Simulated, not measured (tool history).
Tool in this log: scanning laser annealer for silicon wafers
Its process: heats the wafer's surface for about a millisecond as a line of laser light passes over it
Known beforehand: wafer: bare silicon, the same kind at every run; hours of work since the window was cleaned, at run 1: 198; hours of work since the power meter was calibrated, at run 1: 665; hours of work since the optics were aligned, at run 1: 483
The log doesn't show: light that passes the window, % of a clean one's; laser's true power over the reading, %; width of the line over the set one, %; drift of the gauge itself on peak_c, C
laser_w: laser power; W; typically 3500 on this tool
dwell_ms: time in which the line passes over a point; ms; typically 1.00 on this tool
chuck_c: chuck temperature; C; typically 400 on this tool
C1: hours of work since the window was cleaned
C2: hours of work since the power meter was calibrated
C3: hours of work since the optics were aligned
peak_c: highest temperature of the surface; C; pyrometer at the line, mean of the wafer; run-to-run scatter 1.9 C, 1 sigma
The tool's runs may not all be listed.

Run 1, hour 0.0: usual settings; C1 198; C2 665; C3 483. Result: peak_c 1119 C.
Run 2, hour 33.1: usual settings but dwell_ms 1.09 ms; C1 214; C2 681; C3 498. Result: peak_c 1151 C.
Run 3, hour 99.2: usual settings but dwell_ms 0.79 ms; C1 244; C2 711; C3 529. Result: peak_c 1030 C.
Run 4, hour 142.3: usual settings but dwell_ms 0.79 ms, chuck_c 417 C; C1 264; C2 731; C3 549. Result: peak_c 1046 C.
Run 5, hour 186.7: usual settings but dwell_ms 0.79 ms, chuck_c 417 C; C1 285; C2 752; C3 569. Result: peak_c 1044 C.
Run 6, hour 221.0: usual settings but dwell_ms 0.79 ms, chuck_c 417 C; C1 301; C2 768; C3 585. Result: peak_c 1047 C.
Run 7, hour 260.8: usual settings but chuck_c 360 C; C1 319; C2 786; C3 603. Result: peak_c 1061 C.
At hour 283.5: window over the wafer cleaned.
Run 8, hour 318.2: usual settings but dwell_ms 0.76 ms; C1 16; C2 812; C3 629. Result: peak_c 1049 C.
Run 9, hour 375.8: usual settings but dwell_ms 0.76 ms; C1 43; C2 838; C3 656. Result: peak_c 1045 C.
Run 10, hour 418.9: usual settings but laser_w 3382 W; C1 63; C2 858; C3 676. Result: peak_c 1110 C.
Run 11, hour 453.1: usual settings but laser_w 3382 W, chuck_c 396 C; C1 79; C2 874; C3 692. Result: peak_c 1104 C.
Run 12, hour 506.8: usual settings but laser_w 3382 W, chuck_c 396 C; C1 103; C2 899; C3 716. Result: peak_c 1100 C.
Run 13, hour 570.2: usual settings but dwell_ms 0.90 ms; C1 133; C2 929; C3 746. Result: peak_c 1087 C.
Run 14, hour 597.0: usual settings but dwell_ms 0.90 ms; C1 145; C2 941; C3 758. Result: peak_c 1088 C.
Run 15, hour 627.9: usual settings but dwell_ms 0.90 ms; C1 160; C2 955; C3 773. Result: peak_c 1086 C.
Run 16, hour 689.2: usual settings but laser_w 3490 W, dwell_ms 0.85 ms, chuck_c 387 C; C1 188; C2 984; C3 801. Result: peak_c 1048 C.
Run 17, hour 733.3: usual settings but laser_w 3830 W, dwell_ms 0.80 ms, chuck_c 376 C; C1 208; C2 1004; C3 821. Result: peak_c 1081 C.
Run 18, hour 794.7: usual settings but laser_w 3830 W, dwell_ms 0.80 ms, chuck_c 376 C; C1 237; C2 1033; C3 850. Result: peak_c 1072 C.
Run 19, hour 847.8: usual settings but laser_w 3650 W, dwell_ms 0.80 ms, chuck_c 401 C; C1 261; C2 1057; C3 874. Result: peak_c 1065 C.
Run 20, hour 901.4: usual settings but laser_w 3620 W, chuck_c 416 C; C1 286; C2 1082; C3 899. Result: peak_c 1148 C.
Run 21, hour 942.9: usual settings but laser_w 3553 W; C1 305; C2 1101; C3 918. Result: peak_c 1116 C.
Run 22, hour 982.8: usual settings but laser_w 3582 W, chuck_c 398 C; C1 324; C2 1120; C3 937. Result: peak_c 1113 C.
At hour 993.7: window over the wafer cleaned.
Run 23, hour 1019.8: usual settings but laser_w 3582 W, chuck_c 398 C; C1 12; C2 1136; C3 953. Result: peak_c 1156 C.
Run 24, hour 1053.6: usual settings but laser_w 3582 W, chuck_c 398 C; C1 28; C2 1152; C3 969. Result: peak_c 1152 C.
Run 25, hour 1090.0: usual settings but laser_w 3805 W, dwell_ms 0.72 ms, chuck_c 428 C; C1 45; C2 1168; C3 986. Result: peak_c 1108 C.
Run 26, hour 1127.3: usual settings but laser_w 3094 W, dwell_ms 0.70 ms, chuck_c 361 C; C1 62; C2 1186; C3 1003. Result: peak_c 900 C.
Run 27, hour 1189.5: usual settings but laser_w 3429 W, chuck_c 361 C; C1 91; C2 1215; C3 1032. Result: peak_c 1076 C.
Run 28, hour 1220.2: usual settings but laser_w 3429 W, chuck_c 361 C; C1 105; C2 1229; C3 1046. Result: peak_c 1074 C.
Run 29, hour 1264.2: usual settings but laser_w 3203 W, chuck_c 361 C; C1 125; C2 1249; C3 1066. Result: peak_c 1022 C.

For some of the steps in peak_c from one run to the next: how much would appear even if the tool had no hidden state, given the settings, what came in and random variation, and how much remains for the hidden state plus any gauge scatter that the measured result and the result without hidden state don't share?
Run 7 -> 8: dwell_ms 1.00 -> 0.76, chuck_c 360 -> 400, window over the wafer cleaned. peak_c -12 C: hidden state +41, all else -53.
Run 22 -> 23: window over the wafer cleaned. peak_c +43 C: hidden state +38, all else +5.
Run 25 -> 26: laser_w 3805 -> 3094, dwell_ms 0.72 -> 0.70, chuck_c 428 -> 361. peak_c -208 C: hidden state +0, all else -208.
Run 26 -> 27: laser_w 3094 -> 3429, dwell_ms 0.70 -> 1.00. peak_c +176 C: hidden state -7, all else +183.

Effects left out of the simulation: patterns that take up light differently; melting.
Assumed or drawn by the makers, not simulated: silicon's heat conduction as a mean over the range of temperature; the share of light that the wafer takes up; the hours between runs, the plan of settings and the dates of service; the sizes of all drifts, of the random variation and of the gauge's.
